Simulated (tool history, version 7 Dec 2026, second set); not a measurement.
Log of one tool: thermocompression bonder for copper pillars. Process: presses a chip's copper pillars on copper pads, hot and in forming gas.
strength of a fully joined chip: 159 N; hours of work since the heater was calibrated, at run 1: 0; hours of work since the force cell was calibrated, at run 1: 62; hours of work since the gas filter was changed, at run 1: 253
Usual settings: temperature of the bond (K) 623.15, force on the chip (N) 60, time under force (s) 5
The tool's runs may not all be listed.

run    hour  temperature of the bond (K)  force on the chip (N)  time under force (s)  hours of work since the heater was calibrated  hours of work since the force cell was calibrated  hours of work since the gas filter was changed  force that shears a chip off (N)
  1       0                       623.15                     60                     5                                              0                                                 62                                             253                              73.3
  2    37.2                       623.15                     60                    11                                             16                                                 78                                             269                              96.5
  3   102.4                       623.15                     60                    11                                             44                                                106                                             297                              93.9
  4   164.7                       623.15                     60                    11                                             71                                                133                                             324                              96.6
  5   227.1                       623.15                     60                    11                                             97                                                159                                             351                              95.3
  6     310                       623.15                     60                    14                                            133                                                195                                             386                             103.6
      316.5  -- force cell calibrated
  7   363.6                       623.15                     60                    14                                            155                                                 20                                             409                             102.9
  8   429.3                       623.15                     60                     5                                            183                                                 48                                             437                                73
  9   468.2                       598.15                     60                     5                                            200                                                 65                                             453                              61.1
      550.3  -- forming gas filter changed
 10   553.5                       623.15                     55                     5                                            236                                                101                                               1                              69.9
 11   602.5                       623.15                     55                     5                                            257                                                122                                              22                                72
 12   684.4                       623.15                     38                    15                                            292                                                157                                              57                              79.4
      706.1  -- force cell calibrated, once more
 13   759.3                       613.15                     44                    10                                            324                                                 23                                              89                              70.6
 14   838.9                       651.15                     55                    14                                            358                                                 57                                             123                             116.4
 15   909.9                       632.15                     58                     3                                            388                                                 87                                             153                              65.6
 16   962.2                       623.15                     79                     5                                            411                                                110                                             176                              95.9
 17  1012.8                       615.15                     41                     3                                            433                                                131                                             198                              42.3
 18  1076.8                       615.15                     41                     3                                            460                                                159                                             225                                41
 19  1142.1                       602.15                     78                     3                                            488                                                187                                             253                              69.2
 20  1218.1                       602.15                     48                    10                                            520                                                219                                             285                              71.1

Forecast each of these 5 alternatives for the next run:
  A  1268.6                       649.15                     48                    10                                            542                                                241                                             307                                 ?
  B  1268.6                       623.15                     62                     9                                            542                                                241                                             307                                 ?
  C  1268.6                       634.15                     48                     7                                            542                                                241                                             307                                 ?
  D  1268.6                       610.15                     60                     5                                            542                                                241                                             307                                 ?
  E  1268.6                       618.15                     79                     5                                            542                                                241                                             307                                 ?

run  force that shears a chip off (N)
  A                              99.3
  B                              95.8
  C                              79.5
  D                              71.6
  E                              93.7
Without the tool's hidden state the same runs would have given:
run  force that shears a chip off (N)
  A                                94
  B                              90.1
  C                              74.2
  D                              66.1
  E                              87.8

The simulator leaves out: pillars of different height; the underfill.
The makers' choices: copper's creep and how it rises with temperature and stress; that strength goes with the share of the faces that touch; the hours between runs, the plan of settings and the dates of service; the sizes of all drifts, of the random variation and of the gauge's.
